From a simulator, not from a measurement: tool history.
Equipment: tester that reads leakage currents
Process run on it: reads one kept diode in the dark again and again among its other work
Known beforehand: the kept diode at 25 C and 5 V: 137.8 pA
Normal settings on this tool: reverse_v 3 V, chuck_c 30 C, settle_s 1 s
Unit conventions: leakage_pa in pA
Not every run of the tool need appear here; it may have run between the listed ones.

{"run": 1, "hour": 0.0, "reverse_v": 3, "chuck_c": 30, "settle_s": 1, "leakage_pa": 168.56}
{"run": 2, "hour": 107.8, "reverse_v": 2.14, "chuck_c": 30, "settle_s": 1, "leakage_pa": 152.42}
{"run": 3, "hour": 236.1, "reverse_v": 7.03, "chuck_c": 30, "settle_s": 1, "leakage_pa": 221.69}
{"run": 4, "hour": 349.2, "reverse_v": 7.03, "chuck_c": 30, "settle_s": 1, "leakage_pa": 220.48}
{"run": 5, "hour": 473.4, "reverse_v": 7.03, "chuck_c": 30, "settle_s": 1, "leakage_pa": 221.2}
{"run": 6, "hour": 564.3, "reverse_v": 7.03, "chuck_c": 30, "settle_s": 1, "leakage_pa": 221.1}
{"hour": 578.3, "done": "chuck's temperature calibrated"}
{"run": 7, "hour": 676.1, "reverse_v": 7.03, "chuck_c": 30, "settle_s": 1, "leakage_pa": 222.17}
{"run": 8, "hour": 769.2, "reverse_v": 7.03, "chuck_c": 30, "settle_s": 1, "leakage_pa": 220.61}
{"hour": 837.5, "done": "tester calibrated"}
{"run": 9, "hour": 915.5, "reverse_v": 7.03, "chuck_c": 30, "settle_s": 1, "leakage_pa": 220.88}
{"run": 10, "hour": 1034.1, "reverse_v": 7.03, "chuck_c": 30, "settle_s": 1, "leakage_pa": 220.55}
{"run": 11, "hour": 1233.3, "reverse_v": 7.03, "chuck_c": 30, "settle_s": 1, "leakage_pa": 220.04}
{"run": 12, "hour": 1413.3, "reverse_v": 7.03, "chuck_c": 30, "settle_s": 1, "leakage_pa": 220.66}
{"run": 13, "hour": 1504.5, "reverse_v": 14.26, "chuck_c": 33, "settle_s": 7.89, "leakage_pa": 333.9}
{"run": 14, "hour": 1603.6, "reverse_v": 2.6, "chuck_c": 33, "settle_s": 4.08, "leakage_pa": 198.09}
{"run": 15, "hour": 1746.9, "reverse_v": 2.6, "chuck_c": 33, "settle_s": 4.08, "leakage_pa": 199.06}
{"run": 16, "hour": 1952.0, "reverse_v": 2.6, "chuck_c": 33, "settle_s": 4.08, "leakage_pa": 197.71}
{"run": 17, "hour": 2071.1, "reverse_v": 1.12, "chuck_c": 33, "settle_s": 0.67, "leakage_pa": 153.11}
{"run": 18, "hour": 2249.6, "reverse_v": 5.57, "chuck_c": 23, "settle_s": 6.14, "leakage_pa": 122.88}
{"run": 19, "hour": 2415.1, "reverse_v": 1.09, "chuck_c": 57, "settle_s": 3.67, "leakage_pa": 702.26}
{"run": 20, "hour": 2535.8, "reverse_v": 4.32, "chuck_c": 30, "settle_s": 0.35, "leakage_pa": 192.05}

Run 21 is up next; what results do you expect?
{"hour": 2673.6, "done": "probe card cleaned and baked"}
{"run": 21, "hour": 2695.1, "reverse_v": 4.32, "chuck_c": 30, "settle_s": 0.35, "leakage_pa": "?"}

Run 21 produced leakage_pa 192.75 pA.
Had the tool carried no hidden state, the very same run would have given leakage_pa 193.22 pA.
